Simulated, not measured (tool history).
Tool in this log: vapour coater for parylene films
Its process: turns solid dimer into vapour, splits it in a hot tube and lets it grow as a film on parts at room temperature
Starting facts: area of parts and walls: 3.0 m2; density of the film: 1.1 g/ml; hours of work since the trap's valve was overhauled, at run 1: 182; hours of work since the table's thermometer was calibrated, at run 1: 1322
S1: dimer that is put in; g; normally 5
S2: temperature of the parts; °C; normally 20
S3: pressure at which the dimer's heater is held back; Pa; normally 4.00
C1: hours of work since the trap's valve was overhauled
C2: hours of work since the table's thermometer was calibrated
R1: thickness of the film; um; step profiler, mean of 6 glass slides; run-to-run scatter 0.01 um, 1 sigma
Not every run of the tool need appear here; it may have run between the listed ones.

run    hour  S1  S2     S3   C1    C2    R1
  1     0.0   5  20   4.00  182  1322  1.10
  2    53.5   5  20   4.00  227  1367  1.08
  3   102.5   5  20  11.31  268  1408  0.86
      141.8  -- trap's valve overhauled
  4   169.6   5  20   4.00   23  1461  1.18
  5   225.0   5  16   4.00   70  1508  1.37
  6   284.0   5  20   4.00  119  1557  1.14
  7   346.5   5  20   4.00  172  1609  1.10
  8   397.8   5  20   4.00  215  1652  1.09
  9   435.6   5  20   4.00  246  1684  1.06
      501.1  -- trap's valve overhauled
 10   511.6   5  20   4.13    9  1744  1.21
 11   595.4   5  20   4.13   79  1815  1.17
 12   672.6   5  20   8.55  144  1879  0.99
 13   739.8   5  20   8.55  200  1936  0.94
 14   823.5   5  20   2.08  270  2006  1.20
      855.9  -- trap's valve overhauled
 15   885.6   5  20   4.00   25  2055  1.22
 16   969.0   5  20   4.00   95  2124  1.18
 17  1007.2   5  20   4.00  127  2156  1.15
 18  1055.2   5  20   4.00  167  2197  1.14
 19  1092.4   5  24   4.00  198  2228  0.94
 20  1151.4   5  32   4.00  248  2277  0.67
     1186.5  -- table's thermometer calibrated
 21  1192.3   5  32   9.10  281     5  0.55
     1213.7  -- trap's valve overhauled
 22  1284.9   5  20   4.00   60    79  1.17
 23  1345.0   5  22   4.00  110   130  1.04
 24  1409.7   9  22   8.26  164   184  1.60
 25  1452.8   3  14   5.70  200   220  0.76
 26  1501.6   3  14   5.70  241   261  0.77
     1572.4  -- trap's valve overhauled
 27  1578.4   3  14   5.70    5   322  0.87
 28  1618.4   7  14  10.18   39   355  1.76
 29  1684.0   7  14  10.18   93   410  1.71
 30  1721.0   7  14  10.18  125   441  1.70
 31  1757.0   7  14  10.18  155   471  1.65
 32  1834.5   8  26   2.59  220   536  1.46
     1926.3  -- trap's valve overhauled
 33  1926.3   8  26   2.59    0   610  1.63
 34  1981.7   8  18   3.92   46   656  2.05
 35  2031.8   8  18   3.92   88   698  2.03
 36  2069.7   2  32   3.40  120   730  0.29
 37  2110.5   5  20   5.37  154   764  1.06
 38  2180.2   5  26   5.37  213   823  0.81
 39  2253.6   5  20   4.00  274   884  1.04
     2279.5  -- trap's valve overhauled
 40  2339.7   5  20   4.00   50   953  1.17
 41  2423.6   3  18  10.97  121  1023  0.61
 42  2460.9   3  18  10.97  152  1055  0.59
 43  2501.7   5  20   2.02  186  1089  1.27
 44  2538.8   5  20   5.98  217  1120  1.00
 45  2576.1   5  20   5.98  249  1151  1.00
     2631.9  -- trap's valve overhauled
 46  2647.4   3  20   5.98   13  1208  0.69

Consider 4 possible next runs. They are alternatives, not a sequence: every one starts from the tool as it was left by run 46. What does each give?
  A  2714.6   3  20  11.99  69  1264   ?
  B  2714.6   5  13   4.24  69  1264   ?
  C  2714.6   3  20   9.54  69  1264   ?
  D  2714.6   5  20   4.64  69  1264   ?

run    R1
  A  0.57
  B  1.44
  C  0.59
  D  1.17
Without the tool's hidden state the same runs would have given:
run    R1
  A  0.58
  B  1.48
  C  0.59
  D  1.18
